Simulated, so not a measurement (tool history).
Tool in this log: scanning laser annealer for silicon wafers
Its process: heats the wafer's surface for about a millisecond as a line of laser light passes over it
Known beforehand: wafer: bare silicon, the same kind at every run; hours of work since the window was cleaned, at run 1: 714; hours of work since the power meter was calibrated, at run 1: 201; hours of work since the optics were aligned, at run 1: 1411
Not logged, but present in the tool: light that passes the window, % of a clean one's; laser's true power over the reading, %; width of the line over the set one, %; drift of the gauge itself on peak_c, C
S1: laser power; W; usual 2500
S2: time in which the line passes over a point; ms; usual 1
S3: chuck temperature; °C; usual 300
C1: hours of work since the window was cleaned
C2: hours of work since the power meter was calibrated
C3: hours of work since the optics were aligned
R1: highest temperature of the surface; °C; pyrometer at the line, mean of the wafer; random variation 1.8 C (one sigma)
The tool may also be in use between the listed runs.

run	day	S1	S2	S3	C1	C2	C3	R1
1	0	2500	1	300	714	201	1411	979
2	0.612	2500	1	300	724	211	1421	975
3	1.017	2500	1	300	731	217	1427	975
4	1.533	2500	1	300	739	225	1436	975
5	2.304	2500	1	300	751	237	1448	974
6	2.958	2500	1	300	761	248	1458	977
7	3.3	2500	1	300	767	253	1463	977
8	3.958	2500	1	300	777	263	1474	979
# day 4.492: optics aligned, line set to its width
9	4.733	2500	1	300	786	272	4	991
10	5.517	2500	1	300	798	285	16	986
11	6.146	2500	1	300	808	295	26	986
12	6.546	2500	1	270	814	301	32	954
13	7.258	2500	0.84	300	826	312	44	921
14	7.746	2500	0.84	300	833	320	51	920
15	8.254	2202	0.84	300	841	328	59	822
# day 8.771: window over the wafer cleaned
16	8.888	2202	0.84	300	2	336	68	853
17	9.225	2202	0.84	300	7	342	73	851
18	9.596	2202	0.84	300	13	348	79	849
19	10.138	2202	0.84	300	22	356	88	848
20	10.675	2578	1	300	30	365	96	1045
21	11.354	2321	1	335	41	375	107	983
22	11.933	2590	0.85	314	50	384	116	992
23	12.267	2749	1.01	288	55	390	121	1102
24	13.029	2749	1.01	288	67	402	133	1103
25	13.746	2411	1	302	78	413	145	982
26	14.3	2438	1.12	279	87	422	153	1014
27	14.771	2736	0.85	327	95	429	161	1061
28	15.5	2605	0.72	280	106	441	172	903
29	16.012	2537	0.98	264	114	449	180	985
30	16.65	2619	1	317	124	459	190	1074
31	17.096	2619	1	317	131	466	197	1073
32	17.462	2711	0.95	300	137	472	203	1070
33	17.842	2405	0.77	300	143	478	209	881
34	18.304	2405	0.77	300	150	485	217	882
35	18.733	2405	0.77	300	157	492	223	877
36	19.125	2405	0.77	300	163	498	229	884
37	19.712	2202	0.71	284	173	507	239	779
38	20.342	2544	0.76	334	183	517	249	954
39	20.767	2214	0.91	300	189	524	255	869
40	21.438	2214	0.91	300	200	534	266	870

Measured result minus the same run's result without the hidden state. Both carry the same run-to-run variation, though not necessarily the same gauge scatter:
run	R1
1	-44
2	-45
3	-45
4	-45
5	-46
6	-46
7	-46
8	-46
9	-34
10	-34
11	-35
12	-36
13	-33
14	-33
15	-28
16	-3
17	-3
18	-4
19	-4
20	-6
21	-5
22	-6
23	-7
24	-8
25	-7
26	-9
27	-8
28	-8
29	-10
30	-10
31	-11
32	-11
33	-9
34	-9
35	-10
36	-9
37	-9
38	-12
39	-10
40	-11
